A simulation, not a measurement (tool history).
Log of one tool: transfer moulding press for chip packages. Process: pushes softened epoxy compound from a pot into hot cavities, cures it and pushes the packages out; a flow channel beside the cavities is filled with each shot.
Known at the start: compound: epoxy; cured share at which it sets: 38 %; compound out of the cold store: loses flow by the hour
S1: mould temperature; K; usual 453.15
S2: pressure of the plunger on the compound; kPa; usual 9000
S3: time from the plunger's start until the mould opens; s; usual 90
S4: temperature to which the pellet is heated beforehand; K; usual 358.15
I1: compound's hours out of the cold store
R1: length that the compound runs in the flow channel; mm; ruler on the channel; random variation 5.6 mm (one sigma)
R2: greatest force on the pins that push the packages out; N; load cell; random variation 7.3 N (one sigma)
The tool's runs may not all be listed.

run,hour,S1,S2,S3,S4,I1,R1,R2
1,0,453.15,9000,90,358.15,9.4,657,361
2,24.3,453.15,9000,90,358.15,40.7,570,400
# hour 32.9: cavities cleaned with cleaning compound and waxed
3,64.5,453.15,9000,90,358.15,45.4,559,533
# hour 68.1: cavities cleaned with cleaning compound and waxed
# hour 103.5: cavities cleaned with cleaning compound and waxed
4,114.2,453.15,9000,90,358.15,20.8,613,365
5,135.6,453.15,9000,90,358.15,21.8,611,429
# hour 140.4: cavities cleaned with cleaning compound and waxed
# hour 174.5: cavities cleaned with cleaning compound and waxed
6,177.8,449.15,9000,90,358.15,36.2,573,392
# hour 192.6: cavities cleaned with cleaning compound and waxed, once more
7,200,449.15,9000,90,358.15,24.9,592,410
# hour 227.5: cavities cleaned with cleaning compound and waxed
8,243.8,449.15,9000,90,358.15,45.5,550,444
# hour 263: cavities cleaned with cleaning compound and waxed
9,276.6,449.15,9000,90,358.15,19.6,594,459
# hour 297.1: cavities cleaned with cleaning compound and waxed
10,301.3,453.15,9000,90,358.15,18,586,333
# hour 333.1: cavities cleaned with cleaning compound and waxed
11,334.9,445.15,9000,90,358.15,16.4,605,532
# hour 350.6: plunger's sealing rings changed
# hour 369.4: cavities cleaned with cleaning compound and waxed
12,380.4,453.15,9460,90,358.15,22.6,650,365
13,400.9,460.15,9000,90,358.15,18.1,632,384
# hour 405.4: cavities cleaned with cleaning compound and waxed
14,427.9,460.15,9000,90,358.15,45.3,568,352
# hour 442.6: cavities cleaned with cleaning compound and waxed
15,461.5,453.15,8460,90,350.15,22.5,614,386
# hour 478.6: cavities cleaned with cleaning compound and waxed
# hour 496.3: mould's thermocouples calibrated
# hour 514.3: cavities cleaned with cleaning compound and waxed
16,514.3,450.15,7550,90,350.15,10.3,604,386
# hour 550.7: cavities cleaned with cleaning compound and waxed
17,555.2,450.15,7550,90,350.15,41,530,384
# hour 585.2: cavities cleaned with cleaning compound and waxed
18,585.2,449.15,7820,76,358.15,10.8,607,637
# hour 619.8: cavities cleaned with cleaning compound and waxed
19,634.4,456.15,7820,76,358.15,26.7,556,455
# hour 654.2: cavities cleaned with cleaning compound and waxed
20,658.9,459.15,9000,72,358.15,8.6,622,406
21,683.8,459.15,9000,72,358.15,43.4,547,467
# hour 689.6: cavities cleaned with cleaning compound and waxed
22,716.6,459.15,9000,72,358.15,42.9,552,469
# hour 724.3: cavities cleaned with cleaning compound and waxed
# hour 758.1: cavities cleaned with cleaning compound and waxed
23,761.9,459.15,9000,72,358.15,30.1,572,381
# hour 795.6: cavities cleaned with cleaning compound and waxed
24,811,452.15,10510,72,358.15,28.2,616,674
# hour 829.4: cavities cleaned with cleaning compound and waxed
25,847.3,446.15,10780,90,368.15,31.8,626,557
# hour 864.1: cavities cleaned with cleaning compound and waxed
26,874.1,454.15,10780,90,368.15,24,620,347

Measured less the same run without the tool's hidden state. The same run-to-run variation is in both; the gauge's scatter may not be:
The hidden state here: true mould temperature over the reading, C; pressure that reaches the compound, % of what is set; grip of the stained cavities, % over clean ones'; drift of the gauge itself on flow_mm, %; drift of the gauge itself on push_out_n, %.
run,R1,R2
1,-23,+26
2,-23,+105
3,-26,+221
4,-35,+43
5,-37,+111
6,-39,+16
7,-44,+32
8,-46,+71
9,-54,+61
10,-57,+17
11,-64,+0
12,-4,+46
13,-6,+105
14,-8,+80
15,-13,+76
16,-17,+5
17,-20,+40
18,-25,+13
19,-29,+87
20,-35,+40
21,-34,+134
22,-38,+122
23,-44,+33
24,-54,+135
25,-59,+111
26,-63,+45

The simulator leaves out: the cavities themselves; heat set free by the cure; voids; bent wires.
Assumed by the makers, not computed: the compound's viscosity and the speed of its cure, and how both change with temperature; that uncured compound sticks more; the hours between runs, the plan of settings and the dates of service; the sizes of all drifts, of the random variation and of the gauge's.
